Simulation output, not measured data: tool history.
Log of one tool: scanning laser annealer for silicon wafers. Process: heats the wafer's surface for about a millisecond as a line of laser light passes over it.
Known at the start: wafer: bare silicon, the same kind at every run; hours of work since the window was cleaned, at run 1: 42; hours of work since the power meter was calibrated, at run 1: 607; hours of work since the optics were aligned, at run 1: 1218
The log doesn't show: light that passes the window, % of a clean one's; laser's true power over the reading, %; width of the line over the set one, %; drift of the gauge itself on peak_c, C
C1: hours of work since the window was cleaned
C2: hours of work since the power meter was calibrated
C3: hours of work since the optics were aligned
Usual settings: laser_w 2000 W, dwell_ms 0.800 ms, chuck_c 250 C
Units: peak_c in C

Run 1, hour 0.0: usual settings; C1 42; C2 607; C3 1218. Result: peak_c 1059 C.
Run 2, hour 17.9: usual settings but chuck_c 253 C; C1 55; C2 620; C3 1231. Result: peak_c 1062 C.
Run 3, hour 34.2: usual settings but chuck_c 253 C; C1 67; C2 632; C3 1243. Result: peak_c 1064 C.
Run 4, hour 50.6: usual settings but dwell_ms 0.952 ms; C1 79; C2 644; C3 1255. Result: peak_c 1135 C.
Run 5, hour 79.3: usual settings but dwell_ms 0.952 ms; C1 100; C2 665; C3 1276. Result: peak_c 1133 C.
Run 6, hour 110.3: usual settings but dwell_ms 0.952 ms; C1 122; C2 687; C3 1298. Result: peak_c 1134 C.
Run 7, hour 136.1: usual settings but dwell_ms 0.952 ms; C1 141; C2 706; C3 1317. Result: peak_c 1134 C.
Run 8, hour 162.1: usual settings but dwell_ms 0.776 ms; C1 160; C2 725; C3 1336. Result: peak_c 1048 C.
Run 9, hour 189.6: usual settings but dwell_ms 0.776 ms; C1 180; C2 745; C3 1356. Result: peak_c 1047 C.
At hour 201.2: optics aligned, line set to its width.
Run 10, hour 217.3: usual settings; C1 197; C2 762; C3 12. Result: peak_c 1058 C.
Run 11, hour 240.5: usual settings; C1 214; C2 778; C3 29. Result: peak_c 1062 C.
Run 12, hour 261.0: usual settings; C1 228; C2 793; C3 43. Result: peak_c 1059 C.
Run 13, hour 290.2: usual settings; C1 250; C2 815; C3 65. Result: peak_c 1058 C.
Run 14, hour 308.0: usual settings but dwell_ms 0.907 ms; C1 263; C2 828; C3 78. Result: peak_c 1112 C.
Run 15, hour 339.9: usual settings but dwell_ms 0.907 ms; C1 286; C2 851; C3 101. Result: peak_c 1114 C.
Run 16, hour 362.7: usual settings but laser_w 1735 W, chuck_c 256 C; C1 302; C2 867; C3 117. Result: peak_c 939 C.
Run 17, hour 385.8: usual settings but laser_w 1735 W, chuck_c 256 C; C1 319; C2 884; C3 134. Result: peak_c 939 C.
Run 18, hour 406.6: usual settings but laser_w 1735 W, chuck_c 256 C; C1 334; C2 899; C3 149. Result: peak_c 942 C.
Run 19, hour 427.8: usual settings but dwell_ms 0.605 ms, chuck_c 233 C; C1 350; C2 915; C3 165. Result: peak_c 935 C.
Run 20, hour 453.2: usual settings but dwell_ms 0.605 ms, chuck_c 233 C; C1 368; C2 933; C3 183. Result: peak_c 937 C.
Run 21, hour 482.1: usual settings but dwell_ms 0.605 ms, chuck_c 233 C; C1 389; C2 954; C3 204. Result: peak_c 938 C.
Run 22, hour 504.5: usual settings but laser_w 1961 W, dwell_ms 0.798 ms, chuck_c 233 C; C1 405; C2 970; C3 221. Result: peak_c 1022 C.
Run 23, hour 526.8: usual settings but laser_w 1961 W, dwell_ms 0.798 ms, chuck_c 233 C; C1 422; C2 987; C3 237. Result: peak_c 1020 C.
Run 24, hour 543.0: usual settings but laser_w 1732 W, dwell_ms 0.929 ms, chuck_c 272 C; C1 433; C2 998; C3 249. Result: peak_c 1011 C.
Run 25, hour 566.7: usual settings but laser_w 2092 W, dwell_ms 0.929 ms, chuck_c 227 C; C1 451; C2 1016; C3 266. Result: peak_c 1153 C.
Run 26, hour 588.4: usual settings but laser_w 1830 W, chuck_c 273 C; C1 466; C2 1031; C3 282. Result: peak_c 1001 C.
Run 27, hour 609.4: usual settings but laser_w 1989 W, dwell_ms 0.567 ms, chuck_c 231 C; C1 482; C2 1047; C3 297. Result: peak_c 907 C.
Run 28, hour 638.6: usual settings but laser_w 1989 W, dwell_ms 0.567 ms, chuck_c 231 C; C1 503; C2 1068; C3 318. Result: peak_c 906 C.
Run 29, hour 658.2: usual settings but laser_w 1958 W, dwell_ms 0.595 ms, chuck_c 235 C; C1 517; C2 1082; C3 332. Result: peak_c 911 C.

5 ways to go on from here, each from the tool as it stands after run 29. What would each give?
Run A, hour 674.8: usual settings but laser_w 1958 W, dwell_ms 0.929 ms, chuck_c 283 C; C1 529; C2 1094; C3 344. Result: peak_c ?.
Run B, hour 674.8: usual settings but laser_w 2178 W, dwell_ms 0.958 ms, chuck_c 235 C; C1 529; C2 1094; C3 344. Result: peak_c ?.
Run C, hour 674.8: usual settings but laser_w 1863 W, dwell_ms 0.703 ms, chuck_c 226 C; C1 529; C2 1094; C3 344. Result: peak_c ?.
Run D, hour 674.8: usual settings but laser_w 1732 W; C1 529; C2 1094; C3 344. Result: peak_c ?.
Run E, hour 674.8: usual settings but laser_w 1958 W, dwell_ms 0.738 ms, chuck_c 226 C; C1 529; C2 1094; C3 344. Result: peak_c ?.

run  peak_c
  A    1135
  B    1217
  C     921
  D     928
  E     984
Without the tool's hidden state the same runs would have given:
run  peak_c
  A    1135
  B    1217
  C     921
  D     929
  E     985

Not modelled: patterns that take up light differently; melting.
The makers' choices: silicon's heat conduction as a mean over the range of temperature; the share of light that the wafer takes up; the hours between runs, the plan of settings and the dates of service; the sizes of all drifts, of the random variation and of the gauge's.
